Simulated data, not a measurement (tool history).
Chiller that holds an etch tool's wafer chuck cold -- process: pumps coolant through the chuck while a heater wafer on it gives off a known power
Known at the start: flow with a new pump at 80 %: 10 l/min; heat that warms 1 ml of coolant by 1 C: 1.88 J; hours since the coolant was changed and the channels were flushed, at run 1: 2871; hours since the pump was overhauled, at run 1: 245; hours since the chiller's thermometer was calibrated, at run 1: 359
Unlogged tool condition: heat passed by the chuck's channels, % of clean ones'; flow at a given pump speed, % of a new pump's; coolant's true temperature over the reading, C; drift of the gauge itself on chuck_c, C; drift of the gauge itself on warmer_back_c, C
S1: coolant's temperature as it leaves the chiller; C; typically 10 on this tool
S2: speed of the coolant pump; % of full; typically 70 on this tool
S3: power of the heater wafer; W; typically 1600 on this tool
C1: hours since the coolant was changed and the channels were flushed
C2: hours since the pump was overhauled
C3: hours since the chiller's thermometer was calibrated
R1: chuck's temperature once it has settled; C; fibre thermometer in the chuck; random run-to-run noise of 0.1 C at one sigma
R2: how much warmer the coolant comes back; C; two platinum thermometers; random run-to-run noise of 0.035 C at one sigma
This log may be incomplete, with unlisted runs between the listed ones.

Run 1, hour 0.0: usual settings; C1 2871; C2 245; C3 359. Result: R1 25.8 C, R2 5.95 C.
Run 2, hour 56.8: usual settings; C1 2928; C2 302; C3 415. Result: R1 25.8 C, R2 6.00 C.
Run 3, hour 97.7: usual settings; C1 2969; C2 342; C3 456. Result: R1 25.9 C, R2 5.94 C.
Run 4, hour 177.3: usual settings; C1 3049; C2 422; C3 536. Result: R1 26.0 C, R2 5.91 C.
Run 5, hour 254.6: usual settings; C1 3126; C2 499; C3 613. Result: R1 26.0 C, R2 5.92 C.
Run 6, hour 311.5: usual settings but S2 87 % of full; C1 3183; C2 556; C3 670. Result: R1 23.4 C, R2 4.75 C.
Run 7, hour 368.5: usual settings but S2 71 % of full; C1 3240; C2 613; C3 727. Result: R1 25.8 C, R2 5.89 C.
Run 8, hour 403.4: usual settings but S2 97 % of full; C1 3275; C2 648; C3 762. Result: R1 22.2 C, R2 4.22 C.
Run 9, hour 474.8: usual settings but S1 14 C, S3 1346 W; C1 3346; C2 720; C3 833. Result: R1 27.5 C, R2 5.02 C.
Run 10, hour 512.9: usual settings but S1 14 C, S3 1244 W; C1 3384; C2 758; C3 871. Result: R1 26.2 C, R2 4.63 C.
Run 11, hour 567.2: usual settings but S3 1843 W; C1 3439; C2 812; C3 926. Result: R1 28.5 C, R2 6.86 C.
Run 12, hour 621.1: usual settings but S1 5 C, S2 78 % of full, S3 1073 W; C1 3493; C2 866; C3 980. Result: R1 14.7 C, R2 3.61 C.
Run 13, hour 657.5: usual settings but S1 3 C, S2 91 % of full, S3 1791 W; C1 3529; C2 902; C3 1016. Result: R1 17.5 C, R2 5.12 C.
Run 14, hour 692.4: usual settings but S1 3 C, S2 91 % of full, S3 1791 W; C1 3564; C2 937; C3 1051. Result: R1 17.5 C, R2 5.11 C.
Run 15, hour 770.4: usual settings but S1 3 C, S2 76 % of full, S3 1791 W; C1 3642; C2 1015; C3 1129. Result: R1 20.0 C, R2 6.12 C.
Run 16, hour 814.5: usual settings but S1 3 C, S2 76 % of full, S3 1791 W; C1 3686; C2 1059; C3 1173. Result: R1 19.9 C, R2 6.18 C.

Run by run, hidden condition taken away, random variation retained:
run    R1    R2
  1  24.9  5.90
  2  25.0  5.95
  3  25.0  5.88
  4  25.1  5.85
  5  25.0  5.85
  6  22.5  4.70
  7  24.8  5.81
  8  21.4  4.17
  9  26.6  4.95
 10  25.4  4.57
 11  27.2  6.76
 12  13.9  3.56
 13  16.5  5.03
 14  16.4  5.02
 15  18.8  6.02
 16  18.6  6.07
